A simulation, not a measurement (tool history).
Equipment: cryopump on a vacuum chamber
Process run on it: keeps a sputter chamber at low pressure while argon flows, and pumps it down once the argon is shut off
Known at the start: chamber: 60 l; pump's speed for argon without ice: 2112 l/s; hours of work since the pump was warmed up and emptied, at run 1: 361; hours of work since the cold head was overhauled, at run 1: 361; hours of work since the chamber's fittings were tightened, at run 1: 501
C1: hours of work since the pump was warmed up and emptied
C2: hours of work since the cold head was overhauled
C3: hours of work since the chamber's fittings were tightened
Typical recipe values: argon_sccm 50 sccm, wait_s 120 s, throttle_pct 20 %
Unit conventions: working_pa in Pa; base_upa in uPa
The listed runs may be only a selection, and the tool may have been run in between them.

{"run": 1, "day": 0.0, "argon_sccm": 50, "wait_s": 120, "throttle_pct": 20, "C1": 361, "C2": 361, "C3": 501, "working_pa": 0.2055, "base_upa": 1.21}
{"run": 2, "day": 1.062, "argon_sccm": 50, "wait_s": 120, "throttle_pct": 20, "C1": 375, "C2": 375, "C3": 516, "working_pa": 0.2049, "base_upa": 1.17}
{"run": 3, "day": 2.029, "argon_sccm": 50, "wait_s": 120, "throttle_pct": 20, "C1": 388, "C2": 388, "C3": 529, "working_pa": 0.2056, "base_upa": 1.25}
{"run": 4, "day": 2.871, "argon_sccm": 50, "wait_s": 120, "throttle_pct": 20, "C1": 399, "C2": 399, "C3": 540, "working_pa": 0.2063, "base_upa": 1.24}
{"run": 5, "day": 3.842, "argon_sccm": 50, "wait_s": 120, "throttle_pct": 20, "C1": 413, "C2": 413, "C3": 553, "working_pa": 0.2054, "base_upa": 1.17}
{"run": 6, "day": 4.45, "argon_sccm": 50, "wait_s": 120, "throttle_pct": 20, "C1": 421, "C2": 421, "C3": 562, "working_pa": 0.2066, "base_upa": 1.27}
{"run": 7, "day": 5.25, "argon_sccm": 50, "wait_s": 120, "throttle_pct": 20, "C1": 432, "C2": 432, "C3": 572, "working_pa": 0.2064, "base_upa": 1.24}
{"run": 8, "day": 6.221, "argon_sccm": 50, "wait_s": 120, "throttle_pct": 20, "C1": 445, "C2": 445, "C3": 586, "working_pa": 0.2066, "base_upa": 1.3}
{"run": 9, "day": 6.838, "argon_sccm": 50, "wait_s": 120, "throttle_pct": 20, "C1": 453, "C2": 453, "C3": 594, "working_pa": 0.2064, "base_upa": 1.31}
{"run": 10, "day": 7.942, "argon_sccm": 50, "wait_s": 120, "throttle_pct": 20, "C1": 468, "C2": 468, "C3": 609, "working_pa": 0.2065, "base_upa": 1.34}
{"day": 8.754, "done": "pump warmed up, emptied and cooled again"}
{"run": 11, "day": 8.754, "argon_sccm": 50, "wait_s": 121, "throttle_pct": 20, "C1": 0, "C2": 476, "C3": 617, "working_pa": 0.2014, "base_upa": 1.22}
{"run": 12, "day": 9.992, "argon_sccm": 50, "wait_s": 128, "throttle_pct": 20, "C1": 17, "C2": 493, "C3": 634, "working_pa": 0.201, "base_upa": 1.19}
{"run": 13, "day": 10.933, "argon_sccm": 50, "wait_s": 128, "throttle_pct": 24, "C1": 30, "C2": 506, "C3": 647, "working_pa": 0.1683, "base_upa": 1.26}
{"run": 14, "day": 11.783, "argon_sccm": 50, "wait_s": 128, "throttle_pct": 24, "C1": 41, "C2": 517, "C3": 658, "working_pa": 0.168, "base_upa": 1.31}
{"run": 15, "day": 12.979, "argon_sccm": 50, "wait_s": 128, "throttle_pct": 24, "C1": 57, "C2": 534, "C3": 674, "working_pa": 0.1674, "base_upa": 1.25}
{"run": 16, "day": 14.05, "argon_sccm": 50, "wait_s": 120, "throttle_pct": 20, "C1": 72, "C2": 548, "C3": 689, "working_pa": 0.2009, "base_upa": 1.28}
{"run": 17, "day": 15.025, "argon_sccm": 50, "wait_s": 36, "throttle_pct": 20, "C1": 85, "C2": 561, "C3": 702, "working_pa": 0.202, "base_upa": 2.51}
{"run": 18, "day": 16.308, "argon_sccm": 21, "wait_s": 37, "throttle_pct": 17, "C1": 102, "C2": 579, "C3": 720, "working_pa": 0.0993, "base_upa": 2.66}
{"run": 19, "day": 17.717, "argon_sccm": 21, "wait_s": 37, "throttle_pct": 17, "C1": 122, "C2": 598, "C3": 739, "working_pa": 0.1, "base_upa": 2.62}
{"run": 20, "day": 18.717, "argon_sccm": 21, "wait_s": 37, "throttle_pct": 17, "C1": 135, "C2": 611, "C3": 752, "working_pa": 0.0998, "base_upa": 2.71}
{"run": 21, "day": 19.808, "argon_sccm": 50, "wait_s": 215, "throttle_pct": 20, "C1": 150, "C2": 626, "C3": 767, "working_pa": 0.2028, "base_upa": 1.1}
{"run": 22, "day": 21.192, "argon_sccm": 50, "wait_s": 103, "throttle_pct": 20, "C1": 169, "C2": 645, "C3": 786, "working_pa": 0.2029, "base_upa": 1.43}
{"run": 23, "day": 22.45, "argon_sccm": 50, "wait_s": 103, "throttle_pct": 20, "C1": 186, "C2": 662, "C3": 803, "working_pa": 0.2025, "base_upa": 1.43}
{"run": 24, "day": 23.112, "argon_sccm": 46, "wait_s": 103, "throttle_pct": 36, "C1": 195, "C2": 671, "C3": 812, "working_pa": 0.1047, "base_upa": 1.5}
{"run": 25, "day": 24.508, "argon_sccm": 46, "wait_s": 103, "throttle_pct": 36, "C1": 214, "C2": 690, "C3": 831, "working_pa": 0.1051, "base_upa": 1.55}
{"run": 26, "day": 25.783, "argon_sccm": 26, "wait_s": 143, "throttle_pct": 38, "C1": 231, "C2": 707, "C3": 848, "working_pa": 0.0563, "base_upa": 1.4}
{"run": 27, "day": 26.762, "argon_sccm": 42, "wait_s": 227, "throttle_pct": 21, "C1": 244, "C2": 721, "C3": 861, "working_pa": 0.1633, "base_upa": 1.22}
{"run": 28, "day": 27.579, "argon_sccm": 42, "wait_s": 227, "throttle_pct": 21, "C1": 255, "C2": 732, "C3": 872, "working_pa": 0.1642, "base_upa": 1.23}
{"run": 29, "day": 29.012, "argon_sccm": 42, "wait_s": 110, "throttle_pct": 46, "C1": 275, "C2": 751, "C3": 892, "working_pa": 0.0768, "base_upa": 1.61}

Run 30, settings as shown, results not yet in. Your forecast:
{"run": 30, "day": 30.096, "argon_sccm": 68, "wait_s": 253, "throttle_pct": 40, "C1": 289, "C2": 766, "C3": 906, "working_pa": "?", "base_upa": "?"}

Run 30 gave working_pa 0.1418 Pa, base_upa 1.20 uPa.
Had the tool carried no hidden state, the very same run would have given working_pa 0.1357 Pa, base_upa 0.38 uPa.
